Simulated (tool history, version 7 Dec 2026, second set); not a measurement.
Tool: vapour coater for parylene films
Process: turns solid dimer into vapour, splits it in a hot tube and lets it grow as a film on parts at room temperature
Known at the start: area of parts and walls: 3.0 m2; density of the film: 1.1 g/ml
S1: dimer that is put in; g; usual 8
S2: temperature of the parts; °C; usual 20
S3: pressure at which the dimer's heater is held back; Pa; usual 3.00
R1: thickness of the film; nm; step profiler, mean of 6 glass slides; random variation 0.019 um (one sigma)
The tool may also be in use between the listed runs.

run	hour	S1	S2	S3	R1
1	0.0	8	20	3.00	1580
2	48.9	8	20	3.00	1580
3	98.8	8	20	4.92	1470
# hour 106.2: trap's valve overhauled
4	136.7	8	20	3.82	1800
5	176.9	8	20	3.82	1790
6	220.1	4	20	3.00	900
7	254.6	8	20	3.00	1800
8	278.0	8	20	3.00	1800
9	321.6	8	20	7.66	1630
10	372.1	8	20	7.66	1600
11	408.8	8	20	3.00	1740
12	457.1	4	20	3.00	890
13	508.1	4	20	3.00	880
14	538.7	3	21	2.60	640
15	585.8	8	13	2.60	2000
16	619.6	5	22	2.51	1010
17	642.6	5	17	8.17	1010
18	669.4	5	17	8.17	1010
19	701.7	11	14	8.83	2360
20	752.5	6	30	5.08	900
21	793.9	13	20	11.77	2300
22	828.4	9	15	5.52	1900
# hour 853.4: trap's valve overhauled
23	874.7	12	25	3.00	2460
24	908.5	9	18	2.04	2260
25	949.8	9	18	2.04	2240

Forecast each of these 4 alternatives for the next run:
A	977.3	4	21	3.00	?
B	977.3	9	24	2.04	?
C	977.3	4	26	3.19	?
D	977.3	4	20	6.11	?

run	R1
A	860
B	1920
C	770
D	860
Without the tool's hidden state the same runs would have given:
run	R1
A	880
B	1960
C	790
D	880

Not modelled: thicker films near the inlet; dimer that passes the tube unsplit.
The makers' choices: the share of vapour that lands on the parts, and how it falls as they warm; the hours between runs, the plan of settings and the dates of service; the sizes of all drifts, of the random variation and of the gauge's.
